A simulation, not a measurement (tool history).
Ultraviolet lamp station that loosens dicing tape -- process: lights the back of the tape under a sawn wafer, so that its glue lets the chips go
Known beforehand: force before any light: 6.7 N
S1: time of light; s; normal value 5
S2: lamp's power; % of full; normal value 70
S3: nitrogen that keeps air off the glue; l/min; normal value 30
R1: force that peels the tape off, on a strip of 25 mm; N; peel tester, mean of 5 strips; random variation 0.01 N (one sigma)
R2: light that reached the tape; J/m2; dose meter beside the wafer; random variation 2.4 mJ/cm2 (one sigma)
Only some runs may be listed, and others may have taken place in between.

| run | hour | S1 | S2 | S3 | R1 | R2 |
|---|---|---|---|---|---|---|
| 1 | 0.0 | 5 | 70 | 30 | 1.159 | 1680 |
| 2 | 24.1 | 5 | 91 | 30 | 0.708 | 2180 |
| 3 | 43.9 | 5 | 70 | 23 | 1.361 | 1610 |
| 4 | 75.4 | 5 | 70 | 23 | 1.367 | 1630 |
|  | 105.1 | window cleaned of glue's vapour |
| 5 | 111.3 | 5 | 70 | 23 | 1.625 | 1500 |
| 6 | 151.8 | 5 | 70 | 23 | 1.621 | 1430 |
| 7 | 195.3 | 5 | 70 | 30 | 1.488 | 1390 |
| 8 | 215.3 | 5 | 70 | 30 | 1.551 | 1410 |
|  | 229.7 | window cleaned of glue's vapour, once more |
| 9 | 254.3 | 5 | 70 | 30 | 1.013 | 1810 |
| 10 | 281.3 | 5 | 70 | 30 | 1.057 | 1750 |
| 11 | 323.0 | 5 | 65 | 30 | 1.257 | 1610 |
| 12 | 360.3 | 5 | 70 | 14 | 1.748 | 1730 |
|  | 389.4 | lamp changed |
| 13 | 410.1 | 5 | 70 | 14 | 0.882 | 2520 |
| 14 | 435.8 | 5 | 70 | 14 | 0.901 | 2470 |
| 15 | 471.8 | 5 | 70 | 15 | 0.883 | 2440 |
| 16 | 495.9 | 6 | 76 | 46 | 0.281 | 3180 |
| 17 | 535.7 | 6 | 76 | 46 | 0.277 | 3090 |
| 18 | 563.2 | 5 | 77 | 17 | 0.745 | 2570 |
| 19 | 608.5 | 3 | 84 | 38 | 1.048 | 1640 |
| 20 | 640.6 | 3 | 70 | 12 | 2.348 | 1370 |
| 21 | 661.5 | 4 | 93 | 41 | 0.504 | 2360 |
| 22 | 710.9 | 4 | 93 | 41 | 0.552 | 2290 |
|  | 714.3 | window cleaned of glue's vapour |
| 23 | 759.2 | 3 | 70 | 27 | 1.418 | 1510 |
| 24 | 792.5 | 7 | 66 | 30 | 0.325 | 3240 |
| 25 | 840.3 | 5 | 70 | 28 | 0.617 | 2410 |
| 26 | 862.8 | 5 | 70 | 32 | 0.604 | 2350 |
| 27 | 889.6 | 5 | 70 | 32 | 0.592 | 2340 |
| 28 | 911.4 | 3 | 78 | 18 | 1.683 | 1560 |
| 29 | 946.6 | 3 | 78 | 18 | 1.710 | 1500 |
| 30 | 982.1 | 9 | 70 | 52 | 0.168 | 4040 |

Results for each run, recomputed without the tool's hidden state and with each run's random variation untouched:
The tool's hidden condition here consists of: lamp's light, % of a new lamp's; light that the window lets through, % of a clean one's; drift of the gauge itself on peel_n, %; drift of the gauge itself on dose_mj_cm2, %.
| run | R1 | R2 |
|---|---|---|
| 1 | 0.467 | 2710 |
| 2 | 0.252 | 3550 |
| 3 | 0.549 | 2680 |
| 4 | 0.539 | 2730 |
| 5 | 0.570 | 2720 |
| 6 | 0.542 | 2700 |
| 7 | 0.453 | 2670 |
| 8 | 0.468 | 2730 |
| 9 | 0.454 | 2720 |
| 10 | 0.458 | 2700 |
| 11 | 0.545 | 2530 |
| 12 | 0.808 | 2760 |
| 13 | 0.769 | 2710 |
| 14 | 0.766 | 2700 |
| 15 | 0.726 | 2710 |
| 16 | 0.229 | 3570 |
| 17 | 0.216 | 3540 |
| 18 | 0.550 | 2990 |
| 19 | 0.761 | 1960 |
| 20 | 1.885 | 1660 |
| 21 | 0.322 | 2900 |
| 22 | 0.338 | 2890 |
| 23 | 1.244 | 1640 |
| 24 | 0.265 | 3590 |
| 25 | 0.474 | 2740 |
| 26 | 0.452 | 2700 |
| 27 | 0.429 | 2730 |
| 28 | 1.330 | 1830 |
| 29 | 1.319 | 1800 |
| 30 | 0.140 | 4950 |

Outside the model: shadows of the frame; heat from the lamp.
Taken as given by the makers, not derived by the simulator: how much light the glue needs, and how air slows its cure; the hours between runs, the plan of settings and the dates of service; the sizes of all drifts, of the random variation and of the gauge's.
